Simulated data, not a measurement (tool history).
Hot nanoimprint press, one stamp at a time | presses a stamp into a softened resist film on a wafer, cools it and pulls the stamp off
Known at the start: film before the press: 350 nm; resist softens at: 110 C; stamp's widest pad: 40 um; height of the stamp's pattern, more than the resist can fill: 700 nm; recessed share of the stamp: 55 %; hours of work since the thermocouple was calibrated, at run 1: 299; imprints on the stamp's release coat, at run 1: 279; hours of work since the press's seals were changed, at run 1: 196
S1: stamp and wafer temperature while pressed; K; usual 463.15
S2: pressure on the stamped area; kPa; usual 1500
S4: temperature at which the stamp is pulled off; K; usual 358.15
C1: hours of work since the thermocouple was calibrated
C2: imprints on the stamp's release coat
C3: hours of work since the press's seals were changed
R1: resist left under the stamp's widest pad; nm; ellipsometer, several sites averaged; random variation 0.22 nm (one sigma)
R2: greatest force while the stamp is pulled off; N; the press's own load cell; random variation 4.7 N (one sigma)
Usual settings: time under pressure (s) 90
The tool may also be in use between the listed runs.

run 1 hour=0 | S1=463.15 S2=1500 time_under_pressure_(s)=90 S4=358.15 | C1=299 C2=279 C3=196 | R1=138.8 R2=256
run 2 hour=20.4 | S1=463.15 S2=1500 time_under_pressure_(s)=90 S4=358.15 | C1=310 C2=364 C3=208 | R1=138.7 R2=263
run 3 hour=45.1 | S1=463.15 S2=1500 time_under_pressure_(s)=90 S4=358.15 | C1=324 C2=466 C3=222 | R1=138.7 R2=269
run 4 hour=59 | S1=463.15 S2=1500 time_under_pressure_(s)=90 S4=358.15 | C1=332 C2=524 C3=229 | R1=138.5 R2=274
run 5 hour=84.5 | S1=463.15 S2=1500 time_under_pressure_(s)=90 S4=358.15 | C1=346 C2=629 C3=243 | R1=137.9 R2=285
run 6 hour=108.3 | S1=463.15 S2=1500 time_under_pressure_(s)=90 S4=358.15 | C1=359 C2=728 C3=257 | R1=138.4 R2=296
run 7 hour=137.5 | S1=463.15 S2=1500 time_under_pressure_(s)=90 S4=358.15 | C1=375 C2=849 C3=273 | R1=137.7 R2=314
run 8 hour=154.4 | S1=463.15 S2=1500 time_under_pressure_(s)=90 S4=343.15 | C1=385 C2=919 C3=282 | R1=138.1 R2=446
run 9 hour=168.7 | S1=463.15 S2=1800 time_under_pressure_(s)=90 S4=343.15 | C1=393 C2=978 C3=290 | R1=127.8 R2=488
run 10 hour=195.4 | S1=463.15 S2=1800 time_under_pressure_(s)=90 S4=343.15 | C1=408 C2=1089 C3=305 | R1=127.3 R2=498
run 11 hour=228.1 | S1=463.15 S2=1800 time_under_pressure_(s)=68 S4=343.15 | C1=426 C2=1225 C3=323 | R1=143.1 R2=525
run 12 hour=256.7 | S1=463.15 S2=1500 time_under_pressure_(s)=90 S4=351.15 | C1=442 C2=1343 C3=339 | R1=137.4 R2=458
run 13 hour=277.1 | S1=463.15 S2=1500 time_under_pressure_(s)=90 S4=351.15 | C1=453 C2=1427 C3=350 | R1=137.5 R2=460
run 14 hour=299.3 | S1=463.15 S2=1500 time_under_pressure_(s)=90 S4=343.15 | C1=465 C2=1520 C3=363 | R1=137.2 R2=567
run 15 hour=324.4 | S1=463.15 S2=1500 time_under_pressure_(s)=90 S4=343.15 | C1=479 C2=1624 C3=377 | R1=137.3 R2=567
run 16 hour=351.1 | S1=463.15 S2=1500 time_under_pressure_(s)=90 S4=343.15 | C1=494 C2=1734 C3=392 | R1=136.9 R2=597
run 17 hour=380.8 | S1=463.15 S2=1140 time_under_pressure_(s)=142 S4=344.15 | C1=511 C2=1857 C3=408 | R1=127 R2=602
run 18 hour=404 | S1=463.15 S2=2270 time_under_pressure_(s)=102 S4=358.15 | C1=524 C2=1953 C3=421 | R1=107.9 R2=434
-- hour=427.4 stamp cleaned and given a new release coat
run 19 hour=437.3 | S1=463.15 S2=1320 time_under_pressure_(s)=121 S4=358.15 | C1=539 C2=42 C3=436 | R1=127.5 R2=224
run 20 hour=460.1 | S1=463.15 S2=1320 time_under_pressure_(s)=121 S4=358.15 | C1=551 C2=136 C3=449 | R1=127.3 R2=230
run 21 hour=481.9 | S1=470.15 S2=1500 time_under_pressure_(s)=50 S4=358.15 | C1=563 C2=226 C3=461 | R1=133.2 R2=241
-- hour=505 plate thermocouple calibrated
run 22 hour=509.7 | S1=463.15 S2=1750 time_under_pressure_(s)=90 S4=358.15 | C1=3 C2=329 C3=475 | R1=135.3 R2=266
run 23 hour=526.4 | S1=463.15 S2=1980 time_under_pressure_(s)=164 S4=358.15 | C1=12 C2=398 C3=484 | R1=98.4 R2=272
run 24 hour=542.4 | S1=463.15 S2=1980 time_under_pressure_(s)=164 S4=358.15 | C1=21 C2=464 C3=493 | R1=98.2 R2=271
run 25 hour=575.3 | S1=470.15 S2=1550 time_under_pressure_(s)=164 S4=358.15 | C1=39 C2=601 C3=511 | R1=81.3 R2=296
run 26 hour=601.2 | S1=474.15 S2=1550 time_under_pressure_(s)=164 S4=358.15 | C1=53 C2=708 C3=526 | R1=68.6 R2=307
run 27 hour=621.5 | S1=461.15 S2=1500 time_under_pressure_(s)=113 S4=358.15 | C1=65 C2=792 C3=537 | R1=142.9 R2=320
run 28 hour=644 | S1=463.15 S2=1970 time_under_pressure_(s)=54 S4=365.15 | C1=77 C2=885 C3=549 | R1=158 R2=273
run 29 hour=668.1 | S1=463.15 S2=1970 time_under_pressure_(s)=54 S4=365.15 | C1=91 C2=985 C3=563 | R1=158 R2=266

The same runs without the tool's hidden state, with the same run-to-run variation:
The hidden state here: true temperature over the reading, C; pressure that arrives at the usual setting, %; grip of the stamp's worn release coat, % over a new coat's; drift of the gauge itself on residual_nm, %; drift of the gauge itself on pull_off_n, %.
run=1 R1=142 R2=233
run=2 R1=142 R2=231
run=3 R1=142.2 R2=228
run=4 R1=142 R2=227
run=5 R1=141.5 R2=227
run=6 R1=142.2 R2=227
run=7 R1=141.6 R2=232
run=8 R1=142.1 R2=319
run=9 R1=131.6 R2=342
run=10 R1=131.1 R2=336
run=11 R1=147.4 R2=340
run=12 R1=141.8 R2=286
run=13 R1=142.1 R2=280
run=14 R1=141.9 R2=334
run=15 R1=142.1 R2=324
run=16 R1=141.8 R2=330
run=17 R1=132 R2=321
run=18 R1=112 R2=227
run=19 R1=132.6 R2=228
run=20 R1=132.5 R2=224
run=21 R1=138 R2=227
run=22 R1=132.9 R2=231
run=23 R1=96.5 R2=230
run=24 R1=96.3 R2=223
run=25 R1=80 R2=233
run=26 R1=67.6 R2=232
run=27 R1=141 R2=235
run=28 R1=155.9 R2=194
run=29 R1=155.9 R2=182

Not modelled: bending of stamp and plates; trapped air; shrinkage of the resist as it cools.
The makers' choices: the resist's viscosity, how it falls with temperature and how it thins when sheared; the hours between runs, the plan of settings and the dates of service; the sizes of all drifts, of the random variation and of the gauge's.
